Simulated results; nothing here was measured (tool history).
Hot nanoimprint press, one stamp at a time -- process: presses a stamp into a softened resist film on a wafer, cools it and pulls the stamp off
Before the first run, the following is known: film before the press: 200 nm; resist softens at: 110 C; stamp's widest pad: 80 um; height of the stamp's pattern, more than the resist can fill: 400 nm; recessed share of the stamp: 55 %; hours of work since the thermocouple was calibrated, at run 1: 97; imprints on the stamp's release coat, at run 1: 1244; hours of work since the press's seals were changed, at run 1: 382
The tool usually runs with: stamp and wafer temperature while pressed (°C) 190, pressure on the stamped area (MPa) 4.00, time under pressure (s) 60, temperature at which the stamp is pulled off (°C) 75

run,hour,stamp and wafer temperature while pressed (°C),pressure on the stamped area (MPa),time under pressure (s),temperature at which the stamp is pulled off (°C),hours of work since the thermocouple was calibrated,imprints on the stamp's release coat,hours of work since the press's seals were changed,resist left under the stamp's widest pad (Å),greatest force while the stamp is pulled off (N)
1,0.0,190,4.00,60,75,97,1244,382,1078,95
2,25.5,179,4.00,60,75,111,1302,396,1360,95
3,50.8,190,4.00,60,75,125,1360,410,1081,92
4,69.5,190,4.00,90,75,136,1403,421,950,95
5,90.4,190,4.00,60,80,147,1451,432,1082,79
6,107.2,190,4.00,60,80,157,1489,442,1088,84
7,122.5,202,4.00,60,75,165,1524,450,829,93
8,150.1,201,4.00,60,75,181,1587,466,851,95
9,168.0,201,5.54,60,75,191,1628,476,720,96
10,188.3,201,5.54,60,75,202,1674,487,725,92
11,214.7,190,5.55,60,75,217,1734,502,938,94
12,241.0,190,5.55,60,75,232,1794,517,933,92
13,256.0,190,5.55,44,75,240,1829,525,1039,92
14,285.8,197,5.55,44,75,257,1897,542,890,93
15,312.4,197,5.55,44,75,272,1957,557,891,96
16,331.1,194,4.38,77,75,282,2000,567,874,92
17,346.9,194,4.38,77,75,291,2036,576,874,91
18,373.2,190,4.00,60,69,306,2097,591,1093,108
19,398.0,190,4.00,60,69,320,2153,605,1083,110
20,416.3,190,4.00,60,69,330,2195,615,1093,107
21,429.2,198,3.36,76,77,337,2224,622,921,94
# hour 450.5: plate thermocouple calibrated
22,452.5,190,2.62,32,75,1,2271,634,1519,90
23,477.6,190,4.04,102,78,15,2328,648,911,89
24,494.8,190,4.04,102,78,25,2367,658,910,88
25,509.2,190,3.57,102,78,33,2400,666,958,85
# hour 532.6: stamp cleaned and given a new release coat
26,534.9,190,3.57,102,78,44,5,677,974,85
27,550.6,190,2.90,60,75,53,41,685,1253,88
28,571.1,190,2.90,60,75,64,88,697,1251,94
29,597.5,201,4.00,60,75,79,148,712,860,96

Predict each of these 4 candidate next runs independently; none follows another, all start after run 29:
A,623.7,190,2.45,33,70,94,208,726,?,?
B,623.7,192,3.67,92,75,94,208,726,?,?
C,623.7,190,4.00,60,70,94,208,726,?,?
D,623.7,200,4.00,60,75,94,208,726,?,?

run,resist left under the stamp's widest pad (Å),greatest force while the stamp is pulled off (N)
A,1548,103
B,945,95
C,1100,104
D,889,94
With the hidden condition removed and each run's random variation left untouched, the same runs would have given:
run,resist left under the stamp's widest pad (Å),greatest force while the stamp is pulled off (N)
A,1518,103
B,927,95
C,1079,104
D,871,94
